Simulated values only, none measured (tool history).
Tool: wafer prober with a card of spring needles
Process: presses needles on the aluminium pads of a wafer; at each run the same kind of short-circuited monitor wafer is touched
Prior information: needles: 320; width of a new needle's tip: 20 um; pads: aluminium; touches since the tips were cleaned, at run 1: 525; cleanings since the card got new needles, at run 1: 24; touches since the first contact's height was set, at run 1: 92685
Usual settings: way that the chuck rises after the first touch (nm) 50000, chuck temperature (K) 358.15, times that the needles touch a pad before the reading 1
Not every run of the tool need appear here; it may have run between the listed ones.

run	hour	way that the chuck rises after the first touch (nm)	chuck temperature (K)	times that the needles touch a pad before the reading	touches since the tips were cleaned	cleanings since the card got new needles	touches since the first contact's height was set	resistance of one needle with its contact and lead (mohm)	way that a needle slides on the pad (nm)
1	0	50000	358.15	1	525	24	92685	264	5990
2	6.7	66000	358.15	1	2420	24	94580	259	7910
# hour 10.3: tips cleaned on abrasive film
3	12.6	66000	358.15	1	630	25	96200	258	7910
4	19.5	66000	358.15	1	2598	25	98168	260	7890
# hour 22.4: tips cleaned on abrasive film
5	24.4	66000	358.15	1	580	26	99524	262	7890
6	30.7	66000	358.15	1	2344	26	101288	260	7880
# hour 34.6: tips cleaned on abrasive film
7	36.4	50000	358.15	1	501	27	102864	267	5990
8	44.6	50000	358.15	1	2803	27	105166	265	5950
# hour 46.6: tips cleaned on abrasive film
9	52	50000	358.15	1	1537	28	107250	268	5970
# hour 58.3: height of the first contact set anew
# hour 59.1: tips cleaned on abrasive film
10	61.2	50000	358.15	1	589	29	790	271	5930
11	67.9	50000	358.15	1	2465	29	2666	269	5940
# hour 71.4: tips cleaned on abrasive film
12	73.7	47000	315.15	2	666	30	4298	254	5570
13	81.9	47000	315.15	1	2958	30	6590	254	5600
# hour 83.4: tips cleaned on abrasive film
14	89.2	65000	386.15	2	1628	31	8618	268	7690
# hour 95.2: tips cleaned on abrasive film
15	95.3	41000	307.15	1	18	32	10307	258	4850
16	99.1	41000	307.15	1	1111	32	11400	260	4820
# hour 107: tips cleaned on abrasive film
17	107.5	50000	360.15	2	156	33	13738	266	5880
18	115.8	32000	319.15	1	2484	33	16066	271	3760

For run 19, what comes out?
# hour 119: tips cleaned on abrasive film
19	122	32000	319.15	1	861	34	17796	?	?

resistance of one needle with its contact and lead (mohm): 268
way that a needle slides on the pad (nm): 3770
Without the tool's hidden state the same run would have given resistance of one needle with its contact and lead (mohm) 267, way that a needle slides on the pad (nm) 3850.
